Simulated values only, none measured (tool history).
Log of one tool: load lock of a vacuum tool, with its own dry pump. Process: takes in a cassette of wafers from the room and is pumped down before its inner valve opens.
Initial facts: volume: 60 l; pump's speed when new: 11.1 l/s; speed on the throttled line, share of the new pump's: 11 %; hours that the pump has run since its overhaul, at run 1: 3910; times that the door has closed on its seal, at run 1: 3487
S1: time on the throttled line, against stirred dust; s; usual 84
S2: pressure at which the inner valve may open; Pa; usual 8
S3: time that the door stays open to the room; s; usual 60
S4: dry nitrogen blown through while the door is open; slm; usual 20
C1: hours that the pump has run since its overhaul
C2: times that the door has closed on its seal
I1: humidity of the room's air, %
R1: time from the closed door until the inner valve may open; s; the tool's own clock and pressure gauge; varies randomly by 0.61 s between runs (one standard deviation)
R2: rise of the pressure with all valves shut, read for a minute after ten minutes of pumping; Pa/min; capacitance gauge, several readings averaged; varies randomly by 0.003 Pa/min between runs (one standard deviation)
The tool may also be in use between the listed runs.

run 1 hour=0 | S1=84 S2=8 S3=60 S4=20 | C1=3910 C2=3487 | I1=45.2 | R1=126.2 R2=0.021
run 2 hour=144.3 | S1=84 S2=8 S3=60 S4=20 | C1=4054 C2=3951 | I1=44.7 | R1=126.6 R2=0.021
run 3 hour=293.8 | S1=84 S2=8 S3=60 S4=20 | C1=4204 C2=4432 | I1=46 | R1=126 R2=0.021
run 4 hour=391 | S1=84 S2=8 S3=60 S4=20 | C1=4301 C2=4745 | I1=43.8 | R1=125.4 R2=0.021
run 5 hour=479.1 | S1=84 S2=8 S3=60 S4=20 | C1=4389 C2=5028 | I1=43.8 | R1=126.7 R2=0.02
run 6 hour=589.8 | S1=84 S2=8 S3=46 S4=20 | C1=4500 C2=5385 | I1=44.4 | R1=127.2 R2=0.02
run 7 hour=701 | S1=84 S2=8 S3=60 S4=8 | C1=4611 C2=5743 | I1=37.8 | R1=125.6 R2=0.022
run 8 hour=832.5 | S1=84 S2=8 S3=60 S4=8 | C1=4743 C2=6166 | I1=40.4 | R1=126 R2=0.025
run 9 hour=904.7 | S1=84 S2=6 S3=43 S4=19 | C1=4815 C2=6398 | I1=46 | R1=127.5 R2=0.022
run 10 hour=998.9 | S1=83 S2=6 S3=43 S4=19 | C1=4909 C2=6701 | I1=43.9 | R1=127.4 R2=0.016
run 11 hour=1072.6 | S1=165 S2=14 S3=60 S4=20 | C1=4983 C2=6939 | I1=44.9 | R1=195.5 R2=0.02
run 12 hour=1235.3 | S1=165 S2=14 S3=60 S4=20 | C1=5145 C2=7462 | I1=45.3 | R1=194.9 R2=0.027
run 13 hour=1302 | S1=128 S2=14 S3=60 S4=10 | C1=5212 C2=7677 | I1=40.8 | R1=162 R2=0.024
run 14 hour=1378.4 | S1=84 S2=8 S3=179 S4=13 | C1=5289 C2=7923 | I1=42.4 | R1=126.3 R2=0.035
run 15 hour=1531.2 | S1=84 S2=8 S3=179 S4=13 | C1=5441 C2=8414 | I1=47 | R1=126.4 R2=0.045

3 ways to go on from here, each from the tool as it stands after run 15. What would each give?
run A hour=1662.1 | S1=84 S2=14 S3=170 S4=38 | C1=5572 C2=8835 | I1=44.6 | R1=? R2=?
run B hour=1662.1 | S1=58 S2=9 S3=179 S4=15 | C1=5572 C2=8835 | I1=44 | R1=? R2=?
run C hour=1662.1 | S1=43 S2=8 S3=179 S4=13 | C1=5572 C2=8835 | I1=44 | R1=? R2=?

run=A R1=123.6 R2=0.029
run=B R1=103.4 R2=0.04
run=C R1=89 R2=0.044
With the hidden condition removed and each run's random variation left untouched, the same runs would have given:
run=A R1=123.6 R2=0.029
run=B R1=103.3 R2=0.04
run=C R1=89 R2=0.044

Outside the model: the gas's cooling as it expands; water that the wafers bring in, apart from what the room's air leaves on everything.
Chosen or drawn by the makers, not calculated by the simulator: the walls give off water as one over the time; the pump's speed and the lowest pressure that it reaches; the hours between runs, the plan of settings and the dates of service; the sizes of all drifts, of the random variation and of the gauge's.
